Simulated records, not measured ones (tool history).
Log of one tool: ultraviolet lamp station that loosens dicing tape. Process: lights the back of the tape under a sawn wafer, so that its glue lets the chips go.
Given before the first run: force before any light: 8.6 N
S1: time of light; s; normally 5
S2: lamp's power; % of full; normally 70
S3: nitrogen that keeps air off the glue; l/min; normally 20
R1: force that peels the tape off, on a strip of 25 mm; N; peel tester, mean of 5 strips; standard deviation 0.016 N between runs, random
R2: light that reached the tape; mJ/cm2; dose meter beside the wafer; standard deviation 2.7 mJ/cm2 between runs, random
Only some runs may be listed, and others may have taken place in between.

run,hour,S1,S2,S3,R1,R2
1,0.0,5,70,20,1.181,294
2,9.9,8,70,20,0.395,468
3,33.0,5,70,20,1.196,285
4,43.5,5,70,20,1.174,292
5,56.4,5,70,20,1.215,287
6,79.9,6,70,20,0.837,344
7,95.5,5,70,20,1.294,283
# hour 96.9: window cleaned of glue's vapour
8,115.3,5,70,20,1.442,263
9,129.3,5,70,13,1.908,263
10,139.1,5,70,13,1.954,259
11,159.3,5,70,13,2.001,250
12,173.8,5,84,20,1.053,303
13,197.0,2,64,9,5.381,91
14,209.9,7,74,8,1.537,369
# hour 221.9: window cleaned of glue's vapour, once more
15,226.3,3,81,30,1.590,205
16,247.2,3,81,30,1.680,202
17,262.8,8,65,30,0.327,428
18,282.4,8,65,30,0.322,427
19,305.8,10,64,22,0.253,522
20,321.6,5,62,26,1.345,249
21,332.4,3,96,23,1.635,230
22,349.8,3,96,23,1.637,227

Each row is a separate what-if for the run after 22, all from the same tool condition, not one after another. Results?
A,359.6,2,76,10,?,?
B,359.6,7,78,9,?,?
C,359.6,3,89,23,?,?
D,359.6,2,94,28,?,?
E,359.6,3,95,29,?,?

run,R1,R2
A,4.487,122
B,1.049,430
C,1.851,212
D,2.754,149
E,1.472,226
Without the tool's unlogged condition, the same runs would have read:
run,R1,R2
A,3.753,157
B,0.592,554
C,1.205,274
D,1.978,192
E,0.900,292
